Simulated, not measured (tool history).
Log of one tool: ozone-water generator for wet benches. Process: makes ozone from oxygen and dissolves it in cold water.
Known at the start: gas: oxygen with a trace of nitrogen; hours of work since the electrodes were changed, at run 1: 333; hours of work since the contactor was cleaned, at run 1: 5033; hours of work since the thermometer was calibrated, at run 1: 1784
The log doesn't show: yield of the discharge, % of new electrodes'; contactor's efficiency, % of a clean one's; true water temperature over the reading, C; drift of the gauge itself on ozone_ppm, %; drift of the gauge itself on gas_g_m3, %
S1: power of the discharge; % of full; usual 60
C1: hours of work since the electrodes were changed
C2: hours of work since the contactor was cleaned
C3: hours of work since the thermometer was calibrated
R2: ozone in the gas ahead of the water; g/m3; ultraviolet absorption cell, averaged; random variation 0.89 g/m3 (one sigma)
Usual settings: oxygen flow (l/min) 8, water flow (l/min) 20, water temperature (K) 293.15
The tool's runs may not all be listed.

run 1 hour=0 | S1=60 oxygen_flow_(l/min)=8 water_flow_(l/min)=20 water_temperature_(K)=293.15 | C1=333 C2=5033 C3=1784 | dissolved_ozone_(ppm)=14.3 R2=147.6
run 2 hour=13.9 | S1=60 oxygen_flow_(l/min)=8 water_flow_(l/min)=20 water_temperature_(K)=293.15 | C1=346 C2=5046 C3=1797 | dissolved_ozone_(ppm)=14.2 R2=146.3
run 3 hour=28.4 | S1=60 oxygen_flow_(l/min)=8 water_flow_(l/min)=20 water_temperature_(K)=293.15 | C1=359 C2=5060 C3=1810 | dissolved_ozone_(ppm)=14.2 R2=147.9
run 4 hour=47.8 | S1=60 oxygen_flow_(l/min)=8 water_flow_(l/min)=20 water_temperature_(K)=293.15 | C1=377 C2=5078 C3=1829 | dissolved_ozone_(ppm)=14.3 R2=148.1
run 5 hour=73.6 | S1=60 oxygen_flow_(l/min)=8 water_flow_(l/min)=19 water_temperature_(K)=293.15 | C1=402 C2=5102 C3=1853 | dissolved_ozone_(ppm)=14.7 R2=146.1
run 6 hour=93 | S1=60 oxygen_flow_(l/min)=8 water_flow_(l/min)=20 water_temperature_(K)=293.15 | C1=420 C2=5120 C3=1871 | dissolved_ozone_(ppm)=14 R2=148.3
run 7 hour=124.2 | S1=60 oxygen_flow_(l/min)=8 water_flow_(l/min)=20 water_temperature_(K)=293.15 | C1=449 C2=5149 C3=1900 | dissolved_ozone_(ppm)=14.1 R2=147.7
run 8 hour=154.6 | S1=60 oxygen_flow_(l/min)=8 water_flow_(l/min)=20 water_temperature_(K)=293.15 | C1=477 C2=5178 C3=1929 | dissolved_ozone_(ppm)=14.4 R2=145.4
run 9 hour=177.8 | S1=60 oxygen_flow_(l/min)=8 water_flow_(l/min)=20 water_temperature_(K)=293.15 | C1=499 C2=5200 C3=1950 | dissolved_ozone_(ppm)=14.2 R2=147.6
run 10 hour=198.9 | S1=60 oxygen_flow_(l/min)=7.07 water_flow_(l/min)=20 water_temperature_(K)=293.15 | C1=519 C2=5219 C3=1970 | dissolved_ozone_(ppm)=14 R2=152.4
run 11 hour=224.2 | S1=60 oxygen_flow_(l/min)=7.07 water_flow_(l/min)=20 water_temperature_(K)=293.15 | C1=543 C2=5243 C3=1994 | dissolved_ozone_(ppm)=13.8 R2=152.9
run 12 hour=240.1 | S1=60 oxygen_flow_(l/min)=8 water_flow_(l/min)=20 water_temperature_(K)=293.15 | C1=557 C2=5258 C3=2009 | dissolved_ozone_(ppm)=14.3 R2=146.7
run 13 hour=260.5 | S1=60 oxygen_flow_(l/min)=8 water_flow_(l/min)=20 water_temperature_(K)=293.15 | C1=576 C2=5277 C3=2028 | dissolved_ozone_(ppm)=14.2 R2=146.7
run 14 hour=282.1 | S1=77 oxygen_flow_(l/min)=8 water_flow_(l/min)=20 water_temperature_(K)=293.15 | C1=597 C2=5297 C3=2048 | dissolved_ozone_(ppm)=17.8 R2=179.7
run 15 hour=305.2 | S1=60 oxygen_flow_(l/min)=5.91 water_flow_(l/min)=20 water_temperature_(K)=293.15 | C1=618 C2=5319 C3=2070 | dissolved_ozone_(ppm)=13.6 R2=160.5
run 16 hour=328.6 | S1=86 oxygen_flow_(l/min)=8 water_flow_(l/min)=20 water_temperature_(K)=293.15 | C1=640 C2=5341 C3=2091 | dissolved_ozone_(ppm)=19.4 R2=200.1
run 17 hour=354.4 | S1=86 oxygen_flow_(l/min)=8 water_flow_(l/min)=20 water_temperature_(K)=293.15 | C1=664 C2=5365 C3=2116 | dissolved_ozone_(ppm)=19.4 R2=201.3
run 18 hour=385.2 | S1=86 oxygen_flow_(l/min)=8 water_flow_(l/min)=20 water_temperature_(K)=293.15 | C1=693 C2=5394 C3=2144 | dissolved_ozone_(ppm)=19.3 R2=200.4
run 19 hour=419.2 | S1=60 oxygen_flow_(l/min)=12.87 water_flow_(l/min)=12 water_temperature_(K)=293.15 | C1=725 C2=5426 C3=2176 | dissolved_ozone_(ppm)=21.2 R2=126.3
run 20 hour=436.8 | S1=73 oxygen_flow_(l/min)=6.14 water_flow_(l/min)=20 water_temperature_(K)=293.15 | C1=742 C2=5442 C3=2193 | dissolved_ozone_(ppm)=16.2 R2=189.6
run 21 hour=459.1 | S1=77 oxygen_flow_(l/min)=8.34 water_flow_(l/min)=18 water_temperature_(K)=295.15 | C1=762 C2=5463 C3=2214 | dissolved_ozone_(ppm)=18.6 R2=179.8
run 22 hour=479.1 | S1=81 oxygen_flow_(l/min)=8.04 water_flow_(l/min)=12 water_temperature_(K)=289.15 | C1=781 C2=5482 C3=2232 | dissolved_ozone_(ppm)=30.4 R2=187.7
run 23 hour=500.7 | S1=60 oxygen_flow_(l/min)=7.17 water_flow_(l/min)=20 water_temperature_(K)=296.15 | C1=801 C2=5502 C3=2253 | dissolved_ozone_(ppm)=13 R2=151
run 24 hour=519.4 | S1=60 oxygen_flow_(l/min)=7.17 water_flow_(l/min)=20 water_temperature_(K)=296.15 | C1=819 C2=5519 C3=2270 | dissolved_ozone_(ppm)=13.2 R2=151.2
run 25 hour=540.4 | S1=62 oxygen_flow_(l/min)=8 water_flow_(l/min)=16 water_temperature_(K)=299.15 | C1=839 C2=5539 C3=2290 | dissolved_ozone_(ppm)=15.8 R2=149.5
run 26 hour=559 | S1=62 oxygen_flow_(l/min)=8 water_flow_(l/min)=26 water_temperature_(K)=299.15 | C1=856 C2=5557 C3=2307 | dissolved_ozone_(ppm)=10.2 R2=152.5
run 27 hour=589.8 | S1=62 oxygen_flow_(l/min)=8 water_flow_(l/min)=20 water_temperature_(K)=296.15 | C1=885 C2=5585 C3=2336 | dissolved_ozone_(ppm)=13.9 R2=148.9
run 28 hour=620.2 | S1=62 oxygen_flow_(l/min)=8 water_flow_(l/min)=20 water_temperature_(K)=296.15 | C1=913 C2=5614 C3=2364 | dissolved_ozone_(ppm)=13.9 R2=148.6
run 29 hour=644.3 | S1=46 oxygen_flow_(l/min)=8 water_flow_(l/min)=20 water_temperature_(K)=293.15 | C1=936 C2=5636 C3=2387 | dissolved_ozone_(ppm)=11.2 R2=116
run 30 hour=661.5 | S1=60 oxygen_flow_(l/min)=5.12 water_flow_(l/min)=15 water_temperature_(K)=296.15 | C1=952 C2=5653 C3=2403 | dissolved_ozone_(ppm)=16.5 R2=167.9
run 31 hour=683.2 | S1=60 oxygen_flow_(l/min)=8 water_flow_(l/min)=23 water_temperature_(K)=293.15 | C1=972 C2=5673 C3=2423 | dissolved_ozone_(ppm)=12.4 R2=147.1
run 32 hour=712.2 | S1=60 oxygen_flow_(l/min)=8 water_flow_(l/min)=23 water_temperature_(K)=293.15 | C1=999 C2=5700 C3=2451 | dissolved_ozone_(ppm)=12.6 R2=145.8
run 33 hour=737.4 | S1=60 oxygen_flow_(l/min)=8 water_flow_(l/min)=12 water_temperature_(K)=293.15 | C1=1023 C2=5724 C3=2474 | dissolved_ozone_(ppm)=21.6 R2=145.9

Forecast each of these 3 alternatives for the next run:
run A hour=766 | S1=60 oxygen_flow_(l/min)=6.32 water_flow_(l/min)=20 water_temperature_(K)=293.15 | C1=1050 C2=5750 C3=2501 | dissolved_ozone_(ppm)=? R2=?
run B hour=766 | S1=60 oxygen_flow_(l/min)=11.59 water_flow_(l/min)=23 water_temperature_(K)=294.15 | C1=1050 C2=5750 C3=2501 | dissolved_ozone_(ppm)=? R2=?
run C hour=766 | S1=55 oxygen_flow_(l/min)=8 water_flow_(l/min)=12 water_temperature_(K)=297.15 | C1=1050 C2=5750 C3=2501 | dissolved_ozone_(ppm)=? R2=?

run=A dissolved_ozone_(ppm)=13.6 R2=157.2
run=B dissolved_ozone_(ppm)=12.6 R2=130.8
run=C dissolved_ozone_(ppm)=18.2 R2=136.9
Without the tool's hidden state the same runs would have given:
run=A dissolved_ozone_(ppm)=13.7 R2=157.3
run=B dissolved_ozone_(ppm)=12.7 R2=130.9
run=C dissolved_ozone_(ppm)=18.3 R2=137
